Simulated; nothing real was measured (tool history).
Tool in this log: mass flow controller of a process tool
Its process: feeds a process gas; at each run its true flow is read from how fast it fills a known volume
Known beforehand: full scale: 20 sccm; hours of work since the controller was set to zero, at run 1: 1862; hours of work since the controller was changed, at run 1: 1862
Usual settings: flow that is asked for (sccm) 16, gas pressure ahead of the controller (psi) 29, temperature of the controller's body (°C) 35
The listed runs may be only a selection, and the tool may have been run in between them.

run	day	flow that is asked for (sccm)	gas pressure ahead of the controller (psi)	temperature of the controller's body (°C)	hours of work since the controller was set to zero	hours of work since the controller was changed	true flow (%)
1	0	16	29	35	1862	1862	99.53
2	2.092	16	38	35	1891	1891	99.15
3	5.942	16	38	35	1942	1942	99.16
4	9.475	16	38	35	1989	1989	99.03
5	11.55	16	38	35	2017	2017	99
6	14.029	16	29	35	2050	2050	99.45
7	18.008	16	29	35	2104	2104	99.52
8	20.667	16	29	35	2139	2139	99.57
9	22.75	16	32.3	35	2167	2167	99.21
10	24.867	16	32.3	20	2195	2195	97.55
# day 25.108: controller's zero set anew
11	28.158	16	29	26	41	2239	98.3
12	32.104	16	29	35	94	2292	99.22
13	35.658	17	29	35	141	2340	99.31
14	38.262	16	29	35	176	2375	99.17
# day 41.146: controller's zero set anew, once more
15	41.454	12	29	35	4	2417	98.9
16	46.212	16	29	35	68	2481	99.5
17	49.438	16	29	38	111	2524	99.78
18	54.021	16	29	38	172	2585	99.7
19	56.933	16	29	38	211	2624	99.73
20	60.242	9	29	20	256	2669	96.71
21	63.596	9	20.5	35	301	2714	98.86
22	66.283	3	33.8	35	337	2750	97.25
23	69.329	2	35.1	35	377	2790	96.81
24	71.933	2	35.1	33	412	2825	96.59
25	75.825	2	30.6	24	464	2877	95.52
26	79.171	2	30.6	24	509	2922	95.58
27	81.912	6	30.6	24	546	2959	96.64
28	86.475	5	29	34	607	3020	97.45
29	91.154	12	38.6	31	670	3083	97.78
30	94.833	12	38.6	31	719	3132	97.78
31	98.267	3	36	23	765	3178	95.34
32	101.75	12	27	23	812	3224	97.33
33	103.888	12	21.9	23	840	3253	97.51
34	105.971	12	21.9	23	868	3281	97.56

Expected results for the next run?
35	110.583	9	29	26	930	3343	?

Run 35 produced true flow (%) 96.99.
Minus the tool's unlogged condition, the same run would have read true flow (%) 98.69.
